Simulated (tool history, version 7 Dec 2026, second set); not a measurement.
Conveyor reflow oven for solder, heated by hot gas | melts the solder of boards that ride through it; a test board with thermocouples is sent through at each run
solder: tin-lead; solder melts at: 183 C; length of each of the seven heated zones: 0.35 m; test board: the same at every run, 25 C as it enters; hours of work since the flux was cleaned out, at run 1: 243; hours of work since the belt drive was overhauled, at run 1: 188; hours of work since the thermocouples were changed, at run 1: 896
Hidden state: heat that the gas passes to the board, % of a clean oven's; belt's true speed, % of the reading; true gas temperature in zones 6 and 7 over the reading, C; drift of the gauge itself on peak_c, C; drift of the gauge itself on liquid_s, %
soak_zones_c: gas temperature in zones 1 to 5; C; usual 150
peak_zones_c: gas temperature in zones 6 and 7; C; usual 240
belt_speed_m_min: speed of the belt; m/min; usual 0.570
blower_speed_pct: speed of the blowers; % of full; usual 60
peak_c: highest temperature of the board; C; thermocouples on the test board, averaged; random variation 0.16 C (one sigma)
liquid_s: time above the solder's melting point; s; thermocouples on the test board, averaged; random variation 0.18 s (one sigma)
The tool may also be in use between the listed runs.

run   hour  soak_zones_c  peak_zones_c  belt_speed_m_min  blower_speed_pct  hours of work since the flux was cleaned out  hours of work since the belt drive was overhauled  hours of work since the thermocouples were changed  peak_c  liquid_s
  1    0.0           150           240             0.570                60                                           243                                                188                                                 896   226.1      65.7
  2   10.7           150           240             0.570                60                                           248                                                193                                                 901   226.1      65.8
  3   15.7           150           240             0.570                60                                           251                                                196                                                 904   226.4      65.4
  4   26.1           150           240             0.570                60                                           255                                                201                                                 909   226.3      65.9
  5   34.1           150           240             0.570                60                                           259                                                204                                                 912   226.3      65.7
  6   44.1           150           241             0.570                60                                           264                                                209                                                 917   227.2      66.2
  7   51.7           150           240             0.570                60                                           268                                                213                                                 921   226.6      65.9
  8   63.5           150           240             0.667                60                                           273                                                218                                                 926   221.5      52.9
  9   71.5           150           234             0.570                60                                           277                                                222                                                 930   221.1      62.4
 10   79.9           150           234             0.570                60                                           281                                                226                                                 934   221.1      62.6
 11   87.7           150           234             0.570                60                                           284                                                230                                                 938   220.8      62.4
 12   93.5           150           230             0.570                60                                           287                                                232                                                 940   217.7      60.2
 13  103.3           150           239             0.570                60                                           292                                                237                                                 945   225.6      65.0
 14  115.0           150           240             0.570                60                                           297                                                243                                                 950   226.4      66.1
 15  126.4           150           240             0.570                60                                           303                                                248                                                 956   226.3      65.7
 16  134.0           150           240             0.570                60                                           306                                                251                                                 959   226.3      65.5
 17  139.4           150           240             0.570                60                                           309                                                254                                                 962   226.1      65.6
 18  151.3           157           240             0.570                82                                           314                                                260                                                 968   231.5      71.0
 19  161.0           157           240             0.570                82                                           319                                                264                                                 972   231.5      70.8
 20  168.5           157           240             0.570                82                                           323                                                268                                                 976   231.4      71.3
 21  174.4           160           240             0.570                58                                           325                                                271                                                 978   227.4      70.6
 22  179.7           160           240             0.612                58                                           328                                                273                                                 981   225.3      64.4
 23  185.1           160           240             0.612                58                                           330                                                276                                                 983   225.6      64.5
 24  192.0           158           238             0.612                69                                           334                                                279                                                 987   226.2      64.1
 25  197.6           158           238             0.467                77                                           336                                                281                                                 989   232.4      87.4
 26  204.6           158           238             0.467                77                                           340                                                285                                                 993   232.7      87.6
 27  209.5           152           235             0.570                50                                           342                                                287                                                 995   219.1      61.9
 28  220.6           152           233             0.570                50                                           347                                                292                                                1000   217.8      60.4
 29  233.1           152           233             0.648                56                                           353                                                298                                                1006   215.9      51.7
 30  245.5           152           233             0.648                56                                           359                                                304                                                1012   215.4      51.6
 31  251.3           152           233             0.470                56                                           362                                                307                                                1015   224.2      79.9
 32  262.2           150           240             0.570                77                                           367                                                312                                                1020   230.2      67.8

Forecast each of these 3 alternatives for the next run:
  A  270.7           150           240             0.570                60                                           371                                                316                                                1024       ?         ?
  B  270.7           157           230             0.570                77                                           371                                                316                                                1024       ?         ?
  C  270.7           150           254             0.570                56                                           371                                                316                                                1024       ?         ?

run  peak_c  liquid_s
  A   226.3      65.9
  B   221.6      66.6
  C   237.5      71.1
Without the tool's hidden state the same runs would have given:
run  peak_c  liquid_s
  A   226.3      65.9
  B   221.6      66.6
  C   237.5      71.1
